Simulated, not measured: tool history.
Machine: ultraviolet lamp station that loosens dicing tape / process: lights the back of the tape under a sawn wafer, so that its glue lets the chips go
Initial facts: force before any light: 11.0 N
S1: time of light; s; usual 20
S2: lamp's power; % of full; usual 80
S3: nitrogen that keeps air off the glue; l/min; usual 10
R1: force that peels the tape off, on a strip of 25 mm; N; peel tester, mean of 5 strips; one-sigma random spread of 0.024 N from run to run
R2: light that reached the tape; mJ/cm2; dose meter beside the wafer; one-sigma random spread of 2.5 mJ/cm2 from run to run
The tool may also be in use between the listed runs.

run	hour	S1	S2	S3	R1	R2
1	0	20	80	10	1.157	294
2	60.2	20	80	10	1.13	297
# hour 69.9: window cleaned of glue's vapour
3	109	20	80	10	1.168	296
4	175.7	20	80	10	1.146	290
5	248	20	80	10	1.132	297
6	321	20	80	10	1.202	298
7	384.2	20	80	10	1.153	295
8	428.6	20	80	10	1.144	293
# hour 466.8: window cleaned of glue's vapour
9	476.8	20	80	10	1.181	295
10	546.9	20	69	10	1.546	255
11	588.3	20	69	10	1.57	257
12	618.8	20	69	10	1.544	253
13	693	20	69	10	1.543	255
14	748.7	20	80	10	1.207	300
15	785.8	20	80	10	1.186	298
16	841.7	20	80	10	1.172	297
# hour 861.5: window cleaned of glue's vapour
17	896.5	20	80	10	1.16	295
18	940.6	20	73	10	1.321	268
19	978.3	20	80	10	1.107	301
20	1030.7	20	64	10	1.729	239
21	1097.9	20	64	10	1.813	236
22	1150.2	12	60	10	3.77	134
23	1210.1	12	60	10	3.799	131
# hour 1256.4: window cleaned of glue's vapour
24	1274.4	12	60	10	3.809	132
25	1311	15	80	20	1.22	221
26	1353.3	15	80	20	1.286	223
27	1417.7	15	80	20	1.238	225
28	1466.3	15	80	20	1.278	223
29	1506.8	15	76	18	1.442	211
30	1562.4	15	76	18	1.486	208
31	1620	37	76	20	0.276	513
# hour 1652: window cleaned of glue's vapour
32	1660.6	37	76	20	0.271	516
33	1702.2	20	61	4	3.169	226
34	1736	11	94	15	1.921	192
35	1786.7	39	94	8	0.298	676
36	1818	14	63	8	3.345	162
37	1886.3	14	63	8	3.404	162
38	1930.1	14	63	8	3.406	165
39	1987	14	87	3	3.834	226
40	2043.3	14	87	3	3.625	225
# hour 2050.4: window cleaned of glue's vapour
41	2076.2	34	67	5	1.048	422
42	2106.7	28	86	10	0.483	449

5 options for the next run, each taken on its own from the tool as it stands now. Forecast them:
A	2139.9	20	80	10	?	?
B	2139.9	22	80	4	?	?
C	2139.9	28	67	6	?	?
D	2139.9	20	91	10	?	?
E	2139.9	28	82	5	?	?

run	R1	R2
A	1.209	292
B	1.954	326
C	1.298	345
D	0.904	334
E	1.009	427
Take away the tool's hidden state, keep each run's random variation, and the runs would have read:
run	R1	R2
A	1.205	292
B	1.949	327
C	1.294	346
D	0.901	335
E	1.005	428
